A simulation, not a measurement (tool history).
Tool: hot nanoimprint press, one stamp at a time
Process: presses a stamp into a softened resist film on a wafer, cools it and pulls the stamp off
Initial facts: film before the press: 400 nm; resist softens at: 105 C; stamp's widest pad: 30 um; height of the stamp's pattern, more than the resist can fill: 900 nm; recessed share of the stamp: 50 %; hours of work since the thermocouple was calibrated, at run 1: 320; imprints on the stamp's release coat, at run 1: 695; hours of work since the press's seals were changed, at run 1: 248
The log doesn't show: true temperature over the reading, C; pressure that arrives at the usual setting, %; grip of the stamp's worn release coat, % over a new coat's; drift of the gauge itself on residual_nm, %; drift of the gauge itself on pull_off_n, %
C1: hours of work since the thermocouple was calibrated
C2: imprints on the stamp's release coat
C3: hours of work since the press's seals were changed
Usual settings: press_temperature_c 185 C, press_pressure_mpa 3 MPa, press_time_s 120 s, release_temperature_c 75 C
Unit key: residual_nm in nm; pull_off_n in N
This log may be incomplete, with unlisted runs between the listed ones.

run 1 hour=0 | press_temperature_c=185 press_pressure_mpa=3 press_time_s=120 release_temperature_c=75 | C1=320 C2=695 C3=248 | residual_nm=159.6 pull_off_n=235
run 2 hour=9.5 | press_temperature_c=185 press_pressure_mpa=3 press_time_s=120 release_temperature_c=65 | C1=326 C2=712 C3=254 | residual_nm=159.7 pull_off_n=283
run 3 hour=17.7 | press_temperature_c=185 press_pressure_mpa=3 press_time_s=120 release_temperature_c=65 | C1=330 C2=727 C3=258 | residual_nm=159.9 pull_off_n=295
run 4 hour=25.4 | press_temperature_c=185 press_pressure_mpa=3 press_time_s=120 release_temperature_c=65 | C1=334 C2=741 C3=262 | residual_nm=160.2 pull_off_n=284
run 5 hour=33.3 | press_temperature_c=185 press_pressure_mpa=3 press_time_s=120 release_temperature_c=75 | C1=339 C2=755 C3=267 | residual_nm=159.8 pull_off_n=238
run 6 hour=43.6 | press_temperature_c=185 press_pressure_mpa=3 press_time_s=120 release_temperature_c=75 | C1=344 C2=773 C3=272 | residual_nm=159.5 pull_off_n=233
run 7 hour=51.8 | press_temperature_c=185 press_pressure_mpa=3 press_time_s=130 release_temperature_c=75 | C1=349 C2=788 C3=277 | residual_nm=154.7 pull_off_n=240
run 8 hour=58.6 | press_temperature_c=185 press_pressure_mpa=3 press_time_s=130 release_temperature_c=75 | C1=353 C2=801 C3=280 | residual_nm=154.9 pull_off_n=240
run 9 hour=67.7 | press_temperature_c=185 press_pressure_mpa=3 press_time_s=130 release_temperature_c=75 | C1=358 C2=817 C3=285 | residual_nm=155.1 pull_off_n=239
run 10 hour=72.9 | press_temperature_c=185 press_pressure_mpa=3 press_time_s=120 release_temperature_c=75 | C1=360 C2=826 C3=288 | residual_nm=159.6 pull_off_n=231
run 11 hour=82.7 | press_temperature_c=185 press_pressure_mpa=3 press_time_s=120 release_temperature_c=75 | C1=366 C2=844 C3=294 | residual_nm=159.7 pull_off_n=243
-- hour=86.7 plate thermocouple calibrated
run 12 hour=94.2 | press_temperature_c=185 press_pressure_mpa=3 press_time_s=120 release_temperature_c=75 | C1=4 C2=859 C3=298 | residual_nm=161.2 pull_off_n=240
run 13 hour=103.3 | press_temperature_c=185 press_pressure_mpa=3 press_time_s=120 release_temperature_c=75 | C1=9 C2=876 C3=303 | residual_nm=160.7 pull_off_n=248
run 14 hour=109.7 | press_temperature_c=185 press_pressure_mpa=3 press_time_s=120 release_temperature_c=75 | C1=13 C2=887 C3=307 | residual_nm=161.7 pull_off_n=245
run 15 hour=120.5 | press_temperature_c=185 press_pressure_mpa=3 press_time_s=120 release_temperature_c=75 | C1=19 C2=907 C3=313 | residual_nm=161.5 pull_off_n=246
run 16 hour=129 | press_temperature_c=195 press_pressure_mpa=2.53 press_time_s=65 release_temperature_c=72 | C1=23 C2=922 C3=317 | residual_nm=176.3 pull_off_n=255
run 17 hour=136 | press_temperature_c=185 press_pressure_mpa=3 press_time_s=92 release_temperature_c=66 | C1=27 C2=935 C3=321 | residual_nm=177.3 pull_off_n=291
run 18 hour=141.5 | press_temperature_c=185 press_pressure_mpa=3 press_time_s=92 release_temperature_c=66 | C1=30 C2=944 C3=324 | residual_nm=179 pull_off_n=303
-- hour=152.8 plate thermocouple calibrated, once more
run 19 hour=154.5 | press_temperature_c=180 press_pressure_mpa=2.78 press_time_s=138 release_temperature_c=62 | C1=1 C2=962 C3=330 | residual_nm=175.7 pull_off_n=319
run 20 hour=162.7 | press_temperature_c=185 press_pressure_mpa=3.17 press_time_s=138 release_temperature_c=62 | C1=5 C2=977 C3=334 | residual_nm=145.4 pull_off_n=317
run 21 hour=169.3 | press_temperature_c=185 press_pressure_mpa=2.93 press_time_s=99 release_temperature_c=75 | C1=9 C2=989 C3=338 | residual_nm=172.1 pull_off_n=237
run 22 hour=180.2 | press_temperature_c=185 press_pressure_mpa=2.93 press_time_s=99 release_temperature_c=75 | C1=15 C2=1009 C3=344 | residual_nm=171.4 pull_off_n=248
run 23 hour=188.9 | press_temperature_c=186 press_pressure_mpa=3 press_time_s=120 release_temperature_c=64 | C1=20 C2=1024 C3=349 | residual_nm=154.1 pull_off_n=309
run 24 hour=197.1 | press_temperature_c=186 press_pressure_mpa=2.92 press_time_s=126 release_temperature_c=64 | C1=24 C2=1039 C3=353 | residual_nm=152.3 pull_off_n=315
run 25 hour=206 | press_temperature_c=186 press_pressure_mpa=2.92 press_time_s=126 release_temperature_c=64 | C1=29 C2=1055 C3=358 | residual_nm=153.8 pull_off_n=311
run 26 hour=216 | press_temperature_c=186 press_pressure_mpa=2.92 press_time_s=126 release_temperature_c=64 | C1=35 C2=1073 C3=364 | residual_nm=153.4 pull_off_n=323
run 27 hour=223 | press_temperature_c=186 press_pressure_mpa=2.92 press_time_s=126 release_temperature_c=64 | C1=39 C2=1086 C3=367 | residual_nm=153.7 pull_off_n=313
run 28 hour=235.2 | press_temperature_c=196 press_pressure_mpa=3 press_time_s=120 release_temperature_c=63 | C1=45 C2=1108 C3=374 | residual_nm=122.8 pull_off_n=327
run 29 hour=244.4 | press_temperature_c=196 press_pressure_mpa=3 press_time_s=120 release_temperature_c=63 | C1=50 C2=1124 C3=379 | residual_nm=122.9 pull_off_n=316
run 30 hour=252.1 | press_temperature_c=196 press_pressure_mpa=3 press_time_s=120 release_temperature_c=63 | C1=54 C2=1138 C3=383 | residual_nm=123.9 pull_off_n=332

Hidden condition of the tool, last listed run before each entry between runs versus first listed run after:
In the gap between runs 11 and 12: plate thermocouple calibrated (hour 86.7)
  true temperature over the reading, C: -0.77 -> -1.02; pressure that arrives at the usual setting, %: 98.43 -> 98.4; grip of the stamp's worn release coat, % over a new coat's: 25.7 -> 26.1
  measured less the result without the state, residual_nm: +4.2 -> +5.2 nm; pull_off_n: +53 -> +54 N
In the gap between runs 18 and 19: plate thermocouple calibrated, once more (hour 152.8)
  true temperature over the reading, C: -1.08 -> -0.1; pressure that arrives at the usual setting, %: 98.26 -> 98.23; grip of the stamp's worn release coat, % over a new coat's: 28.8 -> 29.4
  measured less the result without the state, residual_nm: +6 -> +1.9 nm; pull_off_n: +72 -> +73 N

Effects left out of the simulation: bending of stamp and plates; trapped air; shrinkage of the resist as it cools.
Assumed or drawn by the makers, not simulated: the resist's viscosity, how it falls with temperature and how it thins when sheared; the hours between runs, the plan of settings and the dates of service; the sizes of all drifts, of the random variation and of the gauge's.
